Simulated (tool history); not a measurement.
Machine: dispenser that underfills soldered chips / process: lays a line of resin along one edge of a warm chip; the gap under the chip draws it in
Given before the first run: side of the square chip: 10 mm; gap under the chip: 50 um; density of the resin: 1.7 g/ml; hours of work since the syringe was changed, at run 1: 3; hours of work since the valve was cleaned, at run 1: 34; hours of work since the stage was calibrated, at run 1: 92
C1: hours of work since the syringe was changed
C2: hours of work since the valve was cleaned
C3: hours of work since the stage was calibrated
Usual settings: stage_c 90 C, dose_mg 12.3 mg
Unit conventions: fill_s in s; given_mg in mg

run 1 day=0 | stage_c=90 dose_mg=12.3 | C1=3 C2=34 C3=92 | fill_s=156.6 given_mg=12.02
run 2 day=0.45 | stage_c=90 dose_mg=12.3 | C1=10 C2=41 C3=99 | fill_s=237.2 given_mg=11.84
-- day=0.579 new syringe of resin
run 3 day=0.933 | stage_c=79 dose_mg=12.3 | C1=6 C2=49 C3=106 | fill_s=298.5 given_mg=11.85
run 4 day=1.212 | stage_c=90 dose_mg=12.3 | C1=10 C2=53 C3=111 | fill_s=248.1 given_mg=11.82
-- day=1.342 new syringe of resin
run 5 day=1.692 | stage_c=78 dose_mg=12.3 | C1=6 C2=61 C3=118 | fill_s=312.8 given_mg=11.67
-- day=2.104 new syringe of resin
run 6 day=2.15 | stage_c=78 dose_mg=10.6 | C1=1 C2=68 C3=125 | fill_s=248.5 given_mg=9.93
run 7 day=2.542 | stage_c=76 dose_mg=12.3 | C1=7 C2=74 C3=132 | fill_s=366.8 given_mg=11.58
run 8 day=2.821 | stage_c=76 dose_mg=12.3 | C1=11 C2=79 C3=136 | fill_s=475.2 given_mg=11.43
-- day=2.888 new syringe of resin
run 9 day=3.45 | stage_c=76 dose_mg=12.3 | C1=9 C2=88 C3=146 | fill_s=410.1 given_mg=11.39
-- day=3.642 new syringe of resin
run 10 day=3.804 | stage_c=76 dose_mg=12.3 | C1=3 C2=94 C3=151 | fill_s=281.2 given_mg=11.3
-- day=4.375 new syringe of resin
run 11 day=4.375 | stage_c=82 dose_mg=12.3 | C1=0 C2=103 C3=160 | fill_s=195 given_mg=11.23
-- day=4.571 dispensing valve cleaned and set on the balance
run 12 day=4.854 | stage_c=90 dose_mg=12.3 | C1=7 C2=5 C3=167 | fill_s=199 given_mg=12.22
-- day=5.167 new syringe of resin
run 13 day=5.3 | stage_c=90 dose_mg=16 | C1=2 C2=11 C3=174 | fill_s=149.7 given_mg=15.83
run 14 day=5.575 | stage_c=90 dose_mg=16 | C1=6 C2=16 C3=179 | fill_s=191.7 given_mg=15.72
-- day=5.908 new syringe of resin
run 15 day=6.088 | stage_c=90 dose_mg=16 | C1=3 C2=24 C3=187 | fill_s=152.8 given_mg=15.59
run 16 day=6.362 | stage_c=79 dose_mg=12.3 | C1=7 C2=28 C3=191 | fill_s=324.7 given_mg=11.98
-- day=6.667 new syringe of resin
run 17 day=6.771 | stage_c=90 dose_mg=12.1 | C1=2 C2=35 C3=197 | fill_s=148.2 given_mg=11.71
run 18 day=7.254 | stage_c=95 dose_mg=12.6 | C1=9 C2=42 C3=205 | fill_s=184.9 given_mg=12.14
-- day=7.408 new syringe of resin
run 19 day=7.908 | stage_c=88 dose_mg=14.8 | C1=8 C2=53 C3=215 | fill_s=218.1 given_mg=14.12
-- day=8.171 new syringe of resin
run 20 day=8.454 | stage_c=88 dose_mg=14.8 | C1=5 C2=61 C3=224 | fill_s=181.4 given_mg=13.99
-- day=8.925 new syringe of resin
run 21 day=8.992 | stage_c=100 dose_mg=11 | C1=1 C2=69 C3=232 | fill_s=101.1 given_mg=10.32
run 22 day=9.496 | stage_c=89 dose_mg=12.9 | C1=9 C2=77 C3=240 | fill_s=236.3 given_mg=11.92
-- day=9.667 new syringe of resin
run 23 day=9.933 | stage_c=89 dose_mg=13.5 | C1=4 C2=84 C3=247 | fill_s=176.5 given_mg=12.49
-- day=10.4 new syringe of resin
run 24 day=10.467 | stage_c=89 dose_mg=13.5 | C1=1 C2=93 C3=255 | fill_s=147.2 given_mg=12.36
run 25 day=10.754 | stage_c=84 dose_mg=11.6 | C1=6 C2=97 C3=260 | fill_s=242 given_mg=10.64
-- day=11.154 new syringe of resin
-- day=11.333 dispensing valve cleaned and set on the balance
run 26 day=11.454 | stage_c=84 dose_mg=11 | C1=4 C2=2 C3=270 | fill_s=218.4 given_mg=11
run 27 day=11.796 | stage_c=93 dose_mg=12.3 | C1=10 C2=7 C3=276 | fill_s=197.9 given_mg=12.25
-- day=11.975 new syringe of resin
run 28 day=12.15 | stage_c=95 dose_mg=11.5 | C1=3 C2=13 C3=281 | fill_s=127.5 given_mg=11.33
-- day=12.708 new syringe of resin
run 29 day=12.833 | stage_c=84 dose_mg=14.2 | C1=2 C2=24 C3=292 | fill_s=186.2 given_mg=13.89
run 30 day=13.275 | stage_c=83 dose_mg=11.2 | C1=9 C2=31 C3=299 | fill_s=304.3 given_mg=10.93
-- day=13.467 new syringe of resin
run 31 day=13.933 | stage_c=76 dose_mg=12.3 | C1=7 C2=41 C3=309 | fill_s=367.8 given_mg=11.91
-- day=14.196 new syringe of resin
run 32 day=14.583 | stage_c=76 dose_mg=12.3 | C1=6 C2=51 C3=319 | fill_s=339.3 given_mg=11.7
-- day=14.946 new syringe of resin
run 33 day=15.129 | stage_c=82 dose_mg=10.8 | C1=3 C2=60 C3=328 | fill_s=225.3 given_mg=10.21
run 34 day=15.658 | stage_c=82 dose_mg=10.8 | C1=11 C2=68 C3=336 | fill_s=360.4 given_mg=10.24

Table of differences, measured result less the result of that run with no hidden state. Run-to-run variation is the same in both. Gauge scatter possibly is not:
What the log doesn't record here: resin's viscosity, % of fresh resin's; dose that the valve gives, % of what is set; true chip temperature over the reading, C; drift of the gauge itself on fill_s, %; drift of the gauge itself on given_mg, %.
run=1 fill_s=+19.9 given_mg=-0.35
run=2 fill_s=+99.6 given_mg=-0.42
run=3 fill_s=+80.9 given_mg=-0.5
run=4 fill_s=+108 given_mg=-0.55
run=5 fill_s=+85.4 given_mg=-0.63
run=6 fill_s=+11.3 given_mg=-0.61
run=7 fill_s=+118.2 given_mg=-0.78
run=8 fill_s=+224.4 given_mg=-0.82
run=9 fill_s=+160.1 given_mg=-0.93
run=10 fill_s=+30.4 given_mg=-0.98
run=11 fill_s=+0.9 given_mg=-1.08
run=12 fill_s=+63 given_mg=-0.05
run=13 fill_s=+14.8 given_mg=-0.16
run=14 fill_s=+56.7 given_mg=-0.22
run=15 fill_s=+19.9 given_mg=-0.34
run=16 fill_s=+104.7 given_mg=-0.31
run=17 fill_s=+7.9 given_mg=-0.37
run=18 fill_s=+71.6 given_mg=-0.47
run=19 fill_s=+72.6 given_mg=-0.68
run=20 fill_s=+35.6 given_mg=-0.79
run=21 fill_s=+4.8 given_mg=-0.67
run=22 fill_s=+91.8 given_mg=-0.86
run=23 fill_s=+34.8 given_mg=-0.99
run=24 fill_s=+5.3 given_mg=-1.09
run=25 fill_s=+64 given_mg=-0.98
run=26 fill_s=+37.1 given_mg=+0.02
run=27 fill_s=+77.6 given_mg=-0.03
run=28 fill_s=+14 given_mg=-0.09
run=29 fill_s=+14 given_mg=-0.25
run=30 fill_s=+116.1 given_mg=-0.27
run=31 fill_s=+115.4 given_mg=-0.41
run=32 fill_s=+88.8 given_mg=-0.52
run=33 fill_s=+26 given_mg=-0.54
run=34 fill_s=+162.6 given_mg=-0.61
